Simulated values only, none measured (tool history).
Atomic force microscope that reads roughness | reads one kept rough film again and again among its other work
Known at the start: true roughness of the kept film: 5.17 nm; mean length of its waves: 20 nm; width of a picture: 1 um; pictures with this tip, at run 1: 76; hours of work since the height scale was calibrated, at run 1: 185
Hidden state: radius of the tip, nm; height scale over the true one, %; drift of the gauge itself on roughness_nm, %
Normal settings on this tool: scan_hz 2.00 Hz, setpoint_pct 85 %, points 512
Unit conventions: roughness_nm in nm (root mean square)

run   hour  scan_hz  setpoint_pct  points  pictures with this tip  hours of work since the height scale was calibrated  roughness_nm
  1    0.0     2.00            85     512                      76                                                  185         2.500
  2   16.2     2.00            85     512                      98                                                  194         2.265
  3   34.3     2.00            85     512                     122                                                  204         2.100
  4   46.4     2.00            85     512                     139                                                  211         1.987
  5   60.1     2.00            85     512                     157                                                  219         1.881
      74.7  -- new tip fitted
  6   77.8     2.00            85     512                       4                                                  228         3.267
  7   86.8     2.00            57     512                      16                                                  233         3.337
  8   98.0     2.00            85     512                      31                                                  240         2.829
  9  114.4     2.00            85     282                      53                                                  249         2.498
     117.0  -- height scale calibrated on a step standard
 10  126.4     2.00            85     282                      67                                                    5         2.367
 11  143.3     2.00            85     400                      90                                                   15         2.182
     154.2  -- height scale calibrated on a step standard, once more
 12  156.3     2.00            60     400                     106                                                    1         2.237
 13  166.3     2.00            79     465                     120                                                    7         2.039
 14  180.3     2.00            75     582                     138                                                   15         1.965
 15  198.3     2.00            75     582                     162                                                   25         1.800
     208.8  -- new tip fitted
 16  218.5     3.99            75     582                      13                                                   36         3.049
 17  230.6     2.20            63     931                      29                                                   43         3.114

Entry by entry between the runs, the difference in hidden state between the last listed run before and the first listed run after:
Between runs 5 and 6: new tip fitted (hour 74.7)
  radius of the tip, nm: 28.5 -> 7.8; height scale over the true one, %: -0.19 -> -0.2
  the result without the hidden state subtracted from the measured one, roughness_nm: -1.521 -> -0.109 nm (root mean square)
Between runs 9 and 10: height scale calibrated on a step standard (hour 117.0)
  radius of the tip, nm: 15.6 -> 17.9; height scale over the true one, %: -0.22 -> -0.28
  the result without the hidden state subtracted from the measured one, roughness_nm: -0.818 -> -0.980 nm (root mean square)
Between runs 11 and 12: height scale calibrated on a step standard, once more (hour 154.2)
  radius of the tip, nm: 21.2 -> 23.8; height scale over the true one, %: -0.29 -> 0.01
  the result without the hidden state subtracted from the measured one, roughness_nm: -1.173 -> -1.414 nm (root mean square)
Between runs 15 and 16: new tip fitted (hour 208.8)
  radius of the tip, nm: 32.4 -> 9.3; height scale over the true one, %: -0.01 -> -0.02
  the result without the hidden state subtracted from the measured one, roughness_nm: -1.722 -> -0.267 nm (root mean square)
